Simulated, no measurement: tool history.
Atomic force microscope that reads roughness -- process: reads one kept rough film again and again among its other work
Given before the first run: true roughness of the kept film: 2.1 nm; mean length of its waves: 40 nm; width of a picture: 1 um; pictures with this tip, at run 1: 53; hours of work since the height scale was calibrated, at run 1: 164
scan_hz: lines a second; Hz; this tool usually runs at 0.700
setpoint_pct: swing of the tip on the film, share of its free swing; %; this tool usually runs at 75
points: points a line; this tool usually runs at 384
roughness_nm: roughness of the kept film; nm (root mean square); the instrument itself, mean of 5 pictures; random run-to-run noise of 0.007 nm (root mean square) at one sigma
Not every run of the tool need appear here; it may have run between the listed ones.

run   hour  scan_hz  setpoint_pct  points  pictures with this tip  hours of work since the height scale was calibrated  roughness_nm
  1    0.0    0.700            75     384                      53                                                  164         1.929
  2   14.5    0.700            75     384                      72                                                  172         1.933
  3   38.0    0.700            75     384                     102                                                  183         1.925
  4   63.0    0.700            75     384                     134                                                  196         1.897
  5   77.2    0.700            75    1006                     152                                                  203         1.910
  6   91.5    0.700            75    1006                     170                                                  210         1.904
  7  108.0    0.700            57     384                     191                                                  218         1.943
  8  129.3    0.700            57     384                     218                                                  229         1.934
  9  142.6    1.582            75     384                     235                                                  236         1.790
 10  155.2    2.417            86    1001                     251                                                  242         1.574
 11  168.4    1.232            71     577                     268                                                  249         1.845
 12  182.0    1.232            71     577                     286                                                  255         1.837
 13  198.4    0.525            56     517                     306                                                  264         1.914
 14  211.5    0.656            80     344                     323                                                  270         1.828
 15  232.4    0.656            80     344                     350                                                  281         1.812
     236.4  -- new tip fitted
 16  255.4    0.624            81     424                      25                                                  292         1.940

Hidden state or all else? Some run-to-run changes of roughness_nm, split into what the settings, what came in and random variation would give without the hidden state, and what is left for the hidden state (with any gauge scatter that isn't in both results):
Hidden state present: radius of the tip, nm; height scale over the true one, %; drift of the gauge itself on roughness_nm, %.
Run 10 -> 11: scan_hz 2.417 -> 1.232, setpoint_pct 86 -> 71, points 1001 -> 577. roughness_nm +0.271 nm (root mean square): hidden state -0.018, all else +0.289.
Run 15 -> 16: scan_hz 0.656 -> 0.624, setpoint_pct 80 -> 81, points 344 -> 424, new tip fitted. roughness_nm +0.128 nm (root mean square): hidden state +0.095, all else +0.033.
